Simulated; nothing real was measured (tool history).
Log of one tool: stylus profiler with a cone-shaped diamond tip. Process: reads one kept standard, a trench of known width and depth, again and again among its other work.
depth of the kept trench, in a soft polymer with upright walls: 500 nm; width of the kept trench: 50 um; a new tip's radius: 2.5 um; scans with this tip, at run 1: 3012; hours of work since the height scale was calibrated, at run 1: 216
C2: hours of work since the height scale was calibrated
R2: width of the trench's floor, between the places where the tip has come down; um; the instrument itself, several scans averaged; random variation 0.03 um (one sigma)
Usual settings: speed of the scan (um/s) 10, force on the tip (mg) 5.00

Run 1, hour 0.0: usual settings; scans with this tip 3012; C2 216. Result: depth of the trench (nm) 513.75, R2 46.23 um.
Run 2, hour 48.5: usual settings but force on the tip (mg) 2.00; scans with this tip 3430; C2 246. Result: depth of the trench (nm) 507.73, R2 46.12 um.
Run 3, hour 105.9: usual settings but force on the tip (mg) 2.00; scans with this tip 3923; C2 281. Result: depth of the trench (nm) 507.84, R2 46.07 um.
Run 4, hour 211.8: usual settings; scans with this tip 4835; C2 347. Result: depth of the trench (nm) 514.56, R2 45.84 um.
Run 5, hour 295.6: usual settings; scans with this tip 5556; C2 398. Result: depth of the trench (nm) 514.31, R2 45.73 um.
Run 6, hour 377.2: usual settings; scans with this tip 6258; C2 449. Result: depth of the trench (nm) 514.54, R2 45.53 um.
Run 7, hour 434.1: usual settings but force on the tip (mg) 6.99; scans with this tip 6748; C2 484. Result: depth of the trench (nm) 518.18, R2 45.43 um.
Run 8, hour 497.0: usual settings but force on the tip (mg) 6.99; scans with this tip 7290; C2 523. Result: depth of the trench (nm) 517.98, R2 45.34 um.
Run 9, hour 586.0: usual settings; scans with this tip 8055; C2 578. Result: depth of the trench (nm) 515.02, R2 45.24 um.
Run 10, hour 649.2: usual settings; scans with this tip 8599; C2 617. Result: depth of the trench (nm) 514.88, R2 45.13 um.
Run 11, hour 724.1: usual settings but speed of the scan (um/s) 33; scans with this tip 9244; C2 663. Result: depth of the trench (nm) 514.95, R2 44.91 um.
Run 12, hour 783.7: usual settings but force on the tip (mg) 6.18; scans with this tip 9757; C2 700. Result: depth of the trench (nm) 517.11, R2 44.94 um.
At hour 790.4: height scale calibrated on a step standard.
Run 13, hour 856.9: usual settings but force on the tip (mg) 6.18; scans with this tip 10383; C2 41. Result: depth of the trench (nm) 517.89, R2 44.85 um.
Run 14, hour 927.2: usual settings but force on the tip (mg) 8.34; scans with this tip 10987; C2 84. Result: depth of the trench (nm) 521.55, R2 44.67 um.
At hour 959.3: new tip fitted, height scale calibrated.
Run 15, hour 1010.1: usual settings but force on the tip (mg) 8.34; scans with this tip 437; C2 31. Result: depth of the trench (nm) 519.13, R2 46.83 um.
Run 16, hour 1064.1: usual settings but force on the tip (mg) 8.34; scans with this tip 901; C2 65. Result: depth of the trench (nm) 519.37, R2 46.60 um.
Run 17, hour 1171.5: usual settings but speed of the scan (um/s) 13, force on the tip (mg) 8.34; scans with this tip 1826; C2 131. Result: depth of the trench (nm) 519.34, R2 46.49 um.
Run 18, hour 1218.9: usual settings but force on the tip (mg) 4.73; scans with this tip 2233; C2 160. Result: depth of the trench (nm) 513.70, R2 46.35 um.
At hour 1244.5: height scale calibrated on a step standard, once more.
Run 19, hour 1326.5: usual settings but force on the tip (mg) 2.40; scans with this tip 3155; C2 51. Result: depth of the trench (nm) 508.70, R2 46.15 um.
Run 20, hour 1389.9: usual settings but force on the tip (mg) 2.40; scans with this tip 3701; C2 90. Result: depth of the trench (nm) 508.61, R2 46.04 um.
Run 21, hour 1459.9: usual settings but speed of the scan (um/s) 9, force on the tip (mg) 2.40; scans with this tip 4303; C2 133. Result: depth of the trench (nm) 508.62, R2 45.83 um.
Run 22, hour 1567.7: usual settings but speed of the scan (um/s) 8, force on the tip (mg) 10.62; scans with this tip 5231; C2 199. Result: depth of the trench (nm) 523.19, R2 45.74 um.
Run 23, hour 1624.6: usual settings but speed of the scan (um/s) 8, force on the tip (mg) 11.51; scans with this tip 5720; C2 234. Result: depth of the trench (nm) 524.26, R2 45.67 um.
Run 24, hour 1675.7: usual settings but speed of the scan (um/s) 8, force on the tip (mg) 11.51; scans with this tip 6160; C2 266. Result: depth of the trench (nm) 524.37, R2 45.51 um.
Run 25, hour 1720.9: usual settings but speed of the scan (um/s) 3, force on the tip (mg) 1.99; scans with this tip 6550; C2 294. Result: depth of the trench (nm) 507.85, R2 45.43 um.
Run 26, hour 1795.5: usual settings but speed of the scan (um/s) 12, force on the tip (mg) 2.16; scans with this tip 7191; C2 340. Result: depth of the trench (nm) 508.39, R2 45.28 um.
Run 27, hour 1859.9: usual settings but force on the tip (mg) 12.38; scans with this tip 7746; C2 380. Result: depth of the trench (nm) 525.69, R2 45.25 um.
Run 28, hour 1951.0: usual settings but speed of the scan (um/s) 7, force on the tip (mg) 3.15; scans with this tip 8530; C2 436. Result: depth of the trench (nm) 511.06, R2 45.08 um.
Run 29, hour 2034.4: usual settings but speed of the scan (um/s) 7, force on the tip (mg) 3.15; scans with this tip 9247; C2 487. Result: depth of the trench (nm) 510.88, R2 44.94 um.
Run 30, hour 2087.1: usual settings but speed of the scan (um/s) 13, force on the tip (mg) 7.68; scans with this tip 9701; C2 520. Result: depth of the trench (nm) 519.28, R2 44.89 um.
Run 31, hour 2157.8: usual settings but speed of the scan (um/s) 13, force on the tip (mg) 7.68; scans with this tip 10309; C2 563. Result: depth of the trench (nm) 519.70, R2 44.76 um.
Run 32, hour 2230.6: usual settings but speed of the scan (um/s) 16, force on the tip (mg) 4.45; scans with this tip 10936; C2 608. Result: depth of the trench (nm) 514.07, R2 44.64 um.
At hour 2271.3: new tip fitted, height scale calibrated.
Run 33, hour 2338.3: usual settings but speed of the scan (um/s) 16, force on the tip (mg) 4.45; scans with this tip 577; C2 41. Result: depth of the trench (nm) 512.72, R2 46.67 um.
Run 34, hour 2416.5: usual settings but speed of the scan (um/s) 3, force on the tip (mg) 1.94; scans with this tip 1250; C2 90. Result: depth of the trench (nm) 507.61, R2 46.56 um.
Run 35, hour 2478.6: usual settings but speed of the scan (um/s) 5, force on the tip (mg) 12.31; scans with this tip 1785; C2 128. Result: depth of the trench (nm) 525.56, R2 46.44 um.
Run 36, hour 2575.4: usual settings but speed of the scan (um/s) 4, force on the tip (mg) 2.90; scans with this tip 2618; C2 188. Result: depth of the trench (nm) 510.18, R2 46.25 um.
Run 37, hour 2662.4: usual settings but speed of the scan (um/s) 7; scans with this tip 3366; C2 241. Result: depth of the trench (nm) 514.40, R2 46.06 um.
Run 38, hour 2740.0: usual settings but speed of the scan (um/s) 7, force on the tip (mg) 13.53; scans with this tip 4034; C2 289. Result: depth of the trench (nm) 527.38, R2 45.91 um.
Run 39, hour 2815.4: usual settings but speed of the scan (um/s) 22, force on the tip (mg) 4.21; scans with this tip 4683; C2 336. Result: depth of the trench (nm) 513.13, R2 45.73 um.

Some steps in depth of the trench (nm) between neighbouring runs. How much of each would the tool show without its hidden state too (settings, what came in, random variation), and how much is left for the hidden state, with any gauge scatter that isn't in both results?
The hidden state here: radius of the tip, um; height scale over the true one, %; drift of the gauge itself on depth_nm, %; drift of the gauge itself on floor_um, %.
Run 12 -> 13: height scale calibrated on a step standard. depth of the trench (nm) +0.78: hidden state +0.84, all else -0.06.
Run 14 -> 15: new tip fitted, height scale calibrated. depth of the trench (nm) -2.42: hidden state -2.27, all else -0.15.
Run 24 -> 25: speed of the scan (um/s) 8 -> 3, force on the tip (mg) 11.51 -> 1.99. depth of the trench (nm) -16.52: hidden state +0.04, all else -16.56.
Run 26 -> 27: speed of the scan (um/s) 12 -> 10, force on the tip (mg) 2.16 -> 12.38. depth of the trench (nm) +17.30: hidden state +0.12, all else +17.18.
Run 32 -> 33: new tip fitted, height scale calibrated. depth of the trench (nm) -1.35: hidden state -1.14, all else -0.21.
Run 34 -> 35: speed of the scan (um/s) 3 -> 5, force on the tip (mg) 1.94 -> 12.31. depth of the trench (nm) +17.95: hidden state +0.10, all else +17.85.

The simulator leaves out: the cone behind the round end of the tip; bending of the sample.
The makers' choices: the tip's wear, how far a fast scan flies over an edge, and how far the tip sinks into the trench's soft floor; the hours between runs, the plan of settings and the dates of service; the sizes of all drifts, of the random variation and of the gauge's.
